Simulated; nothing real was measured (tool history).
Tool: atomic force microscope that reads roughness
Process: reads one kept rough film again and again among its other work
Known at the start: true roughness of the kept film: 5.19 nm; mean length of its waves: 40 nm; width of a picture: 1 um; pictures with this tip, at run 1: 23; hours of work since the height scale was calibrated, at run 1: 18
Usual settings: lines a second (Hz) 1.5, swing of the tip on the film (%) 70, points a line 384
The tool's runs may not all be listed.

| run | hour | lines a second (Hz) | swing of the tip on the film (%) | points a line | pictures with this tip | hours of work since the height scale was calibrated | roughness of the kept film (nm (root mean square)) |
|---|---|---|---|---|---|---|---|
| 1 | 0 | 1.5 | 70 | 384 | 23 | 18 | 4.087 |
| 2 | 5.4 | 1.5 | 70 | 384 | 33 | 22 | 4.047 |
| 3 | 14.4 | 1.5 | 70 | 384 | 48 | 28 | 4.018 |
| 4 | 19.8 | 1.5 | 70 | 384 | 57 | 32 | 3.982 |
| 5 | 27.3 | 1.5 | 70 | 381 | 69 | 37 | 3.938 |
|  | 29 | height scale calibrated on a step standard |
| 6 | 33.8 | 1.5 | 70 | 381 | 78 | 3 | 3.907 |
| 7 | 40.9 | 3.52 | 70 | 381 | 90 | 8 | 3.509 |
| 8 | 45.1 | 1.5 | 70 | 384 | 97 | 11 | 3.843 |
| 9 | 54.4 | 1.5 | 72 | 384 | 112 | 17 | 3.75 |
| 10 | 61.8 | 1.5 | 72 | 384 | 125 | 23 | 3.721 |
| 11 | 66.7 | 1.02 | 79 | 384 | 133 | 26 | 3.706 |
|  | 72.9 | height scale calibrated on a step standard, once more |
| 12 | 74.6 | 1.5 | 78 | 532 | 144 | 1 | 3.573 |
| 13 | 80 | 1.5 | 78 | 532 | 153 | 5 | 3.525 |
| 14 | 88.1 | 1.87 | 57 | 670 | 167 | 10 | 3.786 |
| 15 | 97.3 | 1.87 | 61 | 670 | 182 | 17 | 3.678 |
| 16 | 102.9 | 0.6 | 78 | 548 | 192 | 21 | 3.669 |

The same runs without the tool's hidden state, with the same run-to-run variation:
The hidden state here: radius of the tip, nm; height scale over the true one, %; drift of the gauge itself on roughness_nm, %.
| run | roughness of the kept film (nm (root mean square)) |
|---|---|
| 1 | 4.204 |
| 2 | 4.2 |
| 3 | 4.225 |
| 4 | 4.219 |
| 5 | 4.214 |
| 6 | 4.211 |
| 7 | 3.818 |
| 8 | 4.205 |
| 9 | 4.155 |
| 10 | 4.17 |
| 11 | 4.183 |
| 12 | 4.062 |
| 13 | 4.035 |
| 14 | 4.387 |
| 15 | 4.314 |
| 16 | 4.341 |
